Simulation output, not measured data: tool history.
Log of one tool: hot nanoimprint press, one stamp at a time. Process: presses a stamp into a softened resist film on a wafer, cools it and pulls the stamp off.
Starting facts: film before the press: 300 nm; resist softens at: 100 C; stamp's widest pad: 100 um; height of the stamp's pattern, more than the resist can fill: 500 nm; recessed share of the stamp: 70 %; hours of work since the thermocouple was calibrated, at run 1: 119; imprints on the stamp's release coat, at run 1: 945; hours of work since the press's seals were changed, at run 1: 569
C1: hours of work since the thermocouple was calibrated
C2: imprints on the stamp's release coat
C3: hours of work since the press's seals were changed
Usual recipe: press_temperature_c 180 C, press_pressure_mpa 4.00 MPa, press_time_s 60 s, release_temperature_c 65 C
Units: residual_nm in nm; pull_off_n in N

run 1 hour=0.0 | press_temperature_c=180 press_pressure_mpa=4.00 press_time_s=60 release_temperature_c=65 | C1=119 C2=945 C3=569 | residual_nm=124.3 pull_off_n=267
-- hour=11.5 stamp cleaned and given a new release coat
run 2 hour=43.8 | press_temperature_c=180 press_pressure_mpa=4.00 press_time_s=60 release_temperature_c=65 | C1=147 C2=192 C3=597 | residual_nm=125.5 pull_off_n=235
run 3 hour=102.7 | press_temperature_c=174 press_pressure_mpa=4.00 press_time_s=60 release_temperature_c=65 | C1=191 C2=541 C3=641 | residual_nm=166.7 pull_off_n=252
run 4 hour=166.3 | press_temperature_c=174 press_pressure_mpa=4.00 press_time_s=60 release_temperature_c=65 | C1=239 C2=917 C3=688 | residual_nm=166.5 pull_off_n=264
-- hour=179.3 stamp cleaned and given a new release coat
run 5 hour=203.4 | press_temperature_c=180 press_pressure_mpa=4.00 press_time_s=60 release_temperature_c=65 | C1=262 C2=142 C3=712 | residual_nm=123.0 pull_off_n=231
run 6 hour=258.1 | press_temperature_c=180 press_pressure_mpa=4.00 press_time_s=60 release_temperature_c=65 | C1=303 C2=466 C3=752 | residual_nm=123.2 pull_off_n=242
run 7 hour=325.3 | press_temperature_c=180 press_pressure_mpa=4.00 press_time_s=60 release_temperature_c=65 | C1=353 C2=864 C3=802 | residual_nm=122.3 pull_off_n=263
-- hour=350.6 stamp cleaned and given a new release coat
run 8 hour=384.8 | press_temperature_c=180 press_pressure_mpa=4.73 press_time_s=60 release_temperature_c=65 | C1=393 C2=203 C3=842 | residual_nm=113.3 pull_off_n=227
run 9 hour=422.4 | press_temperature_c=180 press_pressure_mpa=4.73 press_time_s=60 release_temperature_c=65 | C1=421 C2=425 C3=870 | residual_nm=112.0 pull_off_n=243
run 10 hour=463.7 | press_temperature_c=180 press_pressure_mpa=5.64 press_time_s=60 release_temperature_c=65 | C1=452 C2=670 C3=901 | residual_nm=104.7 pull_off_n=259
-- hour=483.1 plate thermocouple calibrated
run 11 hour=510.9 | press_temperature_c=180 press_pressure_mpa=4.00 press_time_s=59 release_temperature_c=65 | C1=21 C2=931 C3=934 | residual_nm=127.1 pull_off_n=266
-- hour=521.3 stamp cleaned and given a new release coat
-- hour=534.8 press's hydraulic seals changed and the load cell set to zero
run 12 hour=589.4 | press_temperature_c=180 press_pressure_mpa=4.00 press_time_s=59 release_temperature_c=56 | C1=69 C2=356 C3=41 | residual_nm=124.3 pull_off_n=253
run 13 hour=653.4 | press_temperature_c=180 press_pressure_mpa=4.00 press_time_s=59 release_temperature_c=56 | C1=117 C2=735 C3=88 | residual_nm=123.5 pull_off_n=272
-- hour=699.1 stamp cleaned and given a new release coat
run 14 hour=704.0 | press_temperature_c=180 press_pressure_mpa=5.78 press_time_s=57 release_temperature_c=60 | C1=150 C2=29 C3=122 | residual_nm=107.5 pull_off_n=241
run 15 hour=753.5 | press_temperature_c=169 press_pressure_mpa=3.51 press_time_s=32 release_temperature_c=55 | C1=187 C2=322 C3=159 | residual_nm=242.3 pull_off_n=255
run 16 hour=791.5 | press_temperature_c=169 press_pressure_mpa=3.51 press_time_s=32 release_temperature_c=55 | C1=215 C2=547 C3=187 | residual_nm=240.2 pull_off_n=262
run 17 hour=856.7 | press_temperature_c=178 press_pressure_mpa=2.81 press_time_s=106 release_temperature_c=53 | C1=264 C2=933 C3=236 | residual_nm=124.2 pull_off_n=289
-- hour=866.9 stamp cleaned and given a new release coat
run 18 hour=928.5 | press_temperature_c=178 press_pressure_mpa=5.30 press_time_s=37 release_temperature_c=53 | C1=313 C2=364 C3=285 | residual_nm=144.2 pull_off_n=258
run 19 hour=971.1 | press_temperature_c=180 press_pressure_mpa=3.71 press_time_s=31 release_temperature_c=65 | C1=345 C2=616 C3=317 | residual_nm=159.8 pull_off_n=254

Run 20 has not been measured yet. What should we expect?
run 20 hour=1004.6 | press_temperature_c=180 press_pressure_mpa=3.71 press_time_s=31 release_temperature_c=65 | C1=370 C2=815 C3=342 | residual_nm=? pull_off_n=?

Run 20 yielded residual_nm 159.0 nm, pull_off_n 266 N.
On a tool with no hidden condition, and with the same random variation, this run would have come out at residual_nm 163.7 nm, pull_off_n 232 N.
